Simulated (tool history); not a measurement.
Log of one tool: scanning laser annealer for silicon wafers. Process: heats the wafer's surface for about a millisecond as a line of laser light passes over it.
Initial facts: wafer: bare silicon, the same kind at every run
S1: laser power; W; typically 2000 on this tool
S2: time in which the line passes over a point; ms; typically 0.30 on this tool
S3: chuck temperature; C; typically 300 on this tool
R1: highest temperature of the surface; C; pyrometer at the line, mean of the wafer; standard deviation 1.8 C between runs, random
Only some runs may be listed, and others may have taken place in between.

run   hour    S1    S2   S3    R1
  1    0.0  2000  0.30  300   961
  2   49.2  2000  0.30  300   961
  3  122.3  2000  0.30  300   956
     135.8  -- window over the wafer cleaned
  4  217.9  2000  0.30  300   995
  5  265.6  2000  0.30  300   994
  6  315.2  2000  0.31  300  1000
  7  365.3  2000  0.31  300   999
  8  424.8  2000  0.31  300   995
     432.8  -- laser's power meter calibrated
  9  518.2  2000  0.30  300   977
 10  595.6  2000  0.30  264   937
 11  638.6  2000  0.30  300   969
 12  727.8  2000  0.30  300   968
 13  768.3  1960  0.30  300   949

Run 14, settings as shown, results not yet in. Your forecast:
 14  859.9  1960  0.30  300   ?

R1: 944 C
On a tool with no hidden condition, and with the same random variation, this run would have come out at R1 996 C.
